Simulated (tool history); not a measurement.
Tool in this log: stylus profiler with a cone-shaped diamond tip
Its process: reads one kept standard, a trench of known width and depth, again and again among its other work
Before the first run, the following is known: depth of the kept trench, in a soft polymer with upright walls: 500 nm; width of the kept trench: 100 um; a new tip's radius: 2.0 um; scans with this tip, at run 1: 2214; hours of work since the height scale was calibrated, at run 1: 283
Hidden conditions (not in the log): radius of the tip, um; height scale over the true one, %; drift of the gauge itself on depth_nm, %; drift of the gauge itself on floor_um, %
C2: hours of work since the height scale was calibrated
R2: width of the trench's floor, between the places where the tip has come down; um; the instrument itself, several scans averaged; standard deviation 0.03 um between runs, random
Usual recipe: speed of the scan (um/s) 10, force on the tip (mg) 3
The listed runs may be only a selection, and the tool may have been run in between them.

{"run": 1, "day": 0.0, "speed of the scan (um/s)": 10, "force on the tip (mg)": 3, "scans with this tip": 2214, "C2": 283, "depth of the trench (Å)": 5095.4, "R2": 96.69}
{"run": 2, "day": 3.133, "speed of the scan (um/s)": 10, "force on the tip (mg)": 3, "scans with this tip": 2471, "C2": 316, "depth of the trench (Å)": 5099.4, "R2": 96.66}
{"run": 3, "day": 5.688, "speed of the scan (um/s)": 2, "force on the tip (mg)": 3, "scans with this tip": 2681, "C2": 342, "depth of the trench (Å)": 5097.2, "R2": 96.59}
{"run": 4, "day": 9.333, "speed of the scan (um/s)": 10, "force on the tip (mg)": 2.33, "scans with this tip": 2980, "C2": 381, "depth of the trench (Å)": 5082.6, "R2": 96.47}
{"run": 5, "day": 14.612, "speed of the scan (um/s)": 10, "force on the tip (mg)": 5.92, "scans with this tip": 3413, "C2": 436, "depth of the trench (Å)": 5153.7, "R2": 96.37}
{"run": 6, "day": 17.604, "speed of the scan (um/s)": 10, "force on the tip (mg)": 5.92, "scans with this tip": 3658, "C2": 467, "depth of the trench (Å)": 5154.5, "R2": 96.29}
{"run": 7, "day": 21.025, "speed of the scan (um/s)": 10, "force on the tip (mg)": 5.92, "scans with this tip": 3939, "C2": 503, "depth of the trench (Å)": 5154.8, "R2": 96.27}
{"run": 8, "day": 25.725, "speed of the scan (um/s)": 10, "force on the tip (mg)": 5.92, "scans with this tip": 4324, "C2": 552, "depth of the trench (Å)": 5153.6, "R2": 96.25}
{"run": 9, "day": 30.688, "speed of the scan (um/s)": 10, "force on the tip (mg)": 3, "scans with this tip": 4731, "C2": 604, "depth of the trench (Å)": 5104.4, "R2": 96.07}
{"run": 10, "day": 35.283, "speed of the scan (um/s)": 10, "force on the tip (mg)": 3.71, "scans with this tip": 5108, "C2": 652, "depth of the trench (Å)": 5118.9, "R2": 96}
{"run": 11, "day": 39.438, "speed of the scan (um/s)": 10, "force on the tip (mg)": 3.71, "scans with this tip": 5449, "C2": 696, "depth of the trench (Å)": 5116.4, "R2": 95.96}
{"run": 12, "day": 44.088, "speed of the scan (um/s)": 10, "force on the tip (mg)": 3, "scans with this tip": 5830, "C2": 745, "depth of the trench (Å)": 5105.2, "R2": 95.85}
{"run": 13, "day": 46.704, "speed of the scan (um/s)": 10, "force on the tip (mg)": 3, "scans with this tip": 6045, "C2": 772, "depth of the trench (Å)": 5108.2, "R2": 95.84}
{"run": 14, "day": 49.404, "speed of the scan (um/s)": 10, "force on the tip (mg)": 3, "scans with this tip": 6266, "C2": 800, "depth of the trench (Å)": 5108.1, "R2": 95.81}
{"run": 15, "day": 52.021, "speed of the scan (um/s)": 10, "force on the tip (mg)": 7.44, "scans with this tip": 6481, "C2": 828, "depth of the trench (Å)": 5185.8, "R2": 95.71}
{"run": 16, "day": 55.05, "speed of the scan (um/s)": 10, "force on the tip (mg)": 7.44, "scans with this tip": 6729, "C2": 859, "depth of the trench (Å)": 5185.2, "R2": 95.66}
{"run": 17, "day": 60.262, "speed of the scan (um/s)": 10, "force on the tip (mg)": 3, "scans with this tip": 7157, "C2": 914, "depth of the trench (Å)": 5111.3, "R2": 95.59}
{"run": 18, "day": 63.867, "speed of the scan (um/s)": 10, "force on the tip (mg)": 3, "scans with this tip": 7453, "C2": 952, "depth of the trench (Å)": 5108.5, "R2": 95.57}
{"run": 19, "day": 68.508, "speed of the scan (um/s)": 37, "force on the tip (mg)": 3, "scans with this tip": 7833, "C2": 1000, "depth of the trench (Å)": 5111.1, "R2": 95.44}
{"run": 20, "day": 73.238, "speed of the scan (um/s)": 37, "force on the tip (mg)": 3, "scans with this tip": 8221, "C2": 1050, "depth of the trench (Å)": 5108.9, "R2": 95.34}
{"run": 21, "day": 75.862, "speed of the scan (um/s)": 10, "force on the tip (mg)": 8.83, "scans with this tip": 8436, "C2": 1077, "depth of the trench (Å)": 5210, "R2": 95.32}
{"run": 22, "day": 80.225, "speed of the scan (um/s)": 10, "force on the tip (mg)": 8.83, "scans with this tip": 8794, "C2": 1123, "depth of the trench (Å)": 5211.9, "R2": 95.29}
{"run": 23, "day": 82.454, "speed of the scan (um/s)": 10, "force on the tip (mg)": 3.62, "scans with this tip": 8977, "C2": 1146, "depth of the trench (Å)": 5125.1, "R2": 95.28}
{"run": 24, "day": 87.317, "speed of the scan (um/s)": 10, "force on the tip (mg)": 3, "scans with this tip": 9376, "C2": 1197, "depth of the trench (Å)": 5113.7, "R2": 95.19}
{"run": 25, "day": 90.746, "speed of the scan (um/s)": 10, "force on the tip (mg)": 3, "scans with this tip": 9657, "C2": 1233, "depth of the trench (Å)": 5113.2, "R2": 95.15}
{"run": 26, "day": 95.296, "speed of the scan (um/s)": 10, "force on the tip (mg)": 3, "scans with this tip": 10030, "C2": 1281, "depth of the trench (Å)": 5112.8, "R2": 95.07}
{"run": 27, "day": 100.658, "speed of the scan (um/s)": 10, "force on the tip (mg)": 1.15, "scans with this tip": 10470, "C2": 1337, "depth of the trench (Å)": 5070.3, "R2": 95.05}
{"run": 28, "day": 103.396, "speed of the scan (um/s)": 3, "force on the tip (mg)": 3.25, "scans with this tip": 10695, "C2": 1366, "depth of the trench (Å)": 5120, "R2": 95.06}
{"run": 29, "day": 107.967, "speed of the scan (um/s)": 4, "force on the tip (mg)": 2.13, "scans with this tip": 11070, "C2": 1414, "depth of the trench (Å)": 5096.3, "R2": 94.95}
{"day": 109.829, "done": "height scale calibrated on a step standard"}
{"run": 30, "day": 111.1, "speed of the scan (um/s)": 4, "force on the tip (mg)": 2.13, "scans with this tip": 11325, "C2": 13, "depth of the trench (Å)": 5073.1, "R2": 94.89}
{"run": 31, "day": 113.788, "speed of the scan (um/s)": 10, "force on the tip (mg)": 4.65, "scans with this tip": 11545, "C2": 41, "depth of the trench (Å)": 5127.1, "R2": 94.86}
{"day": 115.275, "done": "new tip fitted, height scale calibrated"}
{"run": 32, "day": 119.079, "speed of the scan (um/s)": 10, "force on the tip (mg)": 4.65, "scans with this tip": 312, "C2": 40, "depth of the trench (Å)": 5126.1, "R2": 97.22}
{"run": 33, "day": 122.833, "speed of the scan (um/s)": 27, "force on the tip (mg)": 4.65, "scans with this tip": 620, "C2": 79, "depth of the trench (Å)": 5126.2, "R2": 97.13}
{"run": 34, "day": 126.55, "speed of the scan (um/s)": 3, "force on the tip (mg)": 7.96, "scans with this tip": 924, "C2": 118, "depth of the trench (Å)": 5180.2, "R2": 97.04}
{"run": 35, "day": 129.025, "speed of the scan (um/s)": 3, "force on the tip (mg)": 7.96, "scans with this tip": 1128, "C2": 144, "depth of the trench (Å)": 5181.9, "R2": 97.03}
{"run": 36, "day": 131.567, "speed of the scan (um/s)": 5, "force on the tip (mg)": 1.49, "scans with this tip": 1336, "C2": 171, "depth of the trench (Å)": 5061.5, "R2": 96.97}
{"run": 37, "day": 133.846, "speed of the scan (um/s)": 5, "force on the tip (mg)": 1.49, "scans with this tip": 1523, "C2": 194, "depth of the trench (Å)": 5063.3, "R2": 96.9}
{"run": 38, "day": 137.196, "speed of the scan (um/s)": 3, "force on the tip (mg)": 1.02, "scans with this tip": 1798, "C2": 230, "depth of the trench (Å)": 5048.5, "R2": 96.81}
{"run": 39, "day": 139.388, "speed of the scan (um/s)": 3, "force on the tip (mg)": 1.24, "scans with this tip": 1978, "C2": 253, "depth of the trench (Å)": 5059.4, "R2": 96.79}
{"run": 40, "day": 144.367, "speed of the scan (um/s)": 10, "force on the tip (mg)": 3.82, "scans with this tip": 2386, "C2": 305, "depth of the trench (Å)": 5115.8, "R2": 96.68}
{"run": 41, "day": 147.929, "speed of the scan (um/s)": 11, "force on the tip (mg)": 7.1, "scans with this tip": 2678, "C2": 342, "depth of the trench (Å)": 5172, "R2": 96.61}
{"run": 42, "day": 150.104, "speed of the scan (um/s)": 31, "force on the tip (mg)": 1.58, "scans with this tip": 2856, "C2": 365, "depth of the trench (Å)": 5067, "R2": 96.47}
{"run": 43, "day": 153.808, "speed of the scan (um/s)": 19, "force on the tip (mg)": 5.32, "scans with this tip": 3160, "C2": 404, "depth of the trench (Å)": 5145.6, "R2": 96.45}
{"run": 44, "day": 159.033, "speed of the scan (um/s)": 19, "force on the tip (mg)": 2.09, "scans with this tip": 3589, "C2": 458, "depth of the trench (Å)": 5080.4, "R2": 96.36}
{"run": 45, "day": 163.575, "speed of the scan (um/s)": 2, "force on the tip (mg)": 8.74, "scans with this tip": 3961, "C2": 506, "depth of the trench (Å)": 5200.1, "R2": 96.34}
{"run": 46, "day": 167.488, "speed of the scan (um/s)": 2, "force on the tip (mg)": 8.74, "scans with this tip": 4282, "C2": 547, "depth of the trench (Å)": 5199.7, "R2": 96.21}

Table of differences, measured result less the result of that run with no hidden state. Run-to-run variation is the same in both. Gauge scatter possibly is not:
run=1 depth_of_the_trench_(Å)=+4.6 R2=-0.65
run=2 depth_of_the_trench_(Å)=+5.1 R2=-0.72
run=3 depth_of_the_trench_(Å)=+5.5 R2=-0.78
run=4 depth_of_the_trench_(Å)=+6.3 R2=-0.84
run=5 depth_of_the_trench_(Å)=+7.3 R2=-0.94
run=6 depth_of_the_trench_(Å)=+7.8 R2=-1
run=7 depth_of_the_trench_(Å)=+8.5 R2=-1.06
run=8 depth_of_the_trench_(Å)=+9.4 R2=-1.16
run=9 depth_of_the_trench_(Å)=+10.1 R2=-1.24
run=10 depth_of_the_trench_(Å)=+11 R2=-1.32
run=11 depth_of_the_trench_(Å)=+11.8 R2=-1.4
run=12 depth_of_the_trench_(Å)=+12.6 R2=-1.48
run=13 depth_of_the_trench_(Å)=+13 R2=-1.52
run=14 depth_of_the_trench_(Å)=+13.6 R2=-1.56
run=15 depth_of_the_trench_(Å)=+14.2 R2=-1.6
run=16 depth_of_the_trench_(Å)=+14.8 R2=-1.65
run=17 depth_of_the_trench_(Å)=+15.5 R2=-1.73
run=18 depth_of_the_trench_(Å)=+16.1 R2=-1.79
run=19 depth_of_the_trench_(Å)=+17 R2=-1.86
run=20 depth_of_the_trench_(Å)=+17.8 R2=-1.94
run=21 depth_of_the_trench_(Å)=+18.6 R2=-1.98
run=22 depth_of_the_trench_(Å)=+19.5 R2=-2.04
run=23 depth_of_the_trench_(Å)=+19.6 R2=-2.06
run=24 depth_of_the_trench_(Å)=+20.4 R2=-2.14
run=25 depth_of_the_trench_(Å)=+21 R2=-2.19
run=26 depth_of_the_trench_(Å)=+21.8 R2=-2.25
run=27 depth_of_the_trench_(Å)=+22.6 R2=-2.31
run=28 depth_of_the_trench_(Å)=+23.3 R2=-2.35
run=29 depth_of_the_trench_(Å)=+24 R2=-2.41
run=30 depth_of_the_trench_(Å)=+0.5 R2=-2.45
run=31 depth_of_the_trench_(Å)=+1 R2=-2.49
run=32 depth_of_the_trench_(Å)=+1.8 R2=-0.11
run=33 depth_of_the_trench_(Å)=+2.4 R2=-0.2
run=34 depth_of_the_trench_(Å)=+3.1 R2=-0.28
run=35 depth_of_the_trench_(Å)=+3.5 R2=-0.34
run=36 depth_of_the_trench_(Å)=+3.9 R2=-0.39
run=37 depth_of_the_trench_(Å)=+4.3 R2=-0.45
run=38 depth_of_the_trench_(Å)=+4.8 R2=-0.52
run=39 depth_of_the_trench_(Å)=+5.1 R2=-0.57
run=40 depth_of_the_trench_(Å)=+6.1 R2=-0.68
run=41 depth_of_the_trench_(Å)=+6.9 R2=-0.75
run=42 depth_of_the_trench_(Å)=+7 R2=-0.79
run=43 depth_of_the_trench_(Å)=+7.7 R2=-0.87
run=44 depth_of_the_trench_(Å)=+8.5 R2=-0.98
run=45 depth_of_the_trench_(Å)=+9.5 R2=-1.04
run=46 depth_of_the_trench_(Å)=+10.3 R2=-1.11
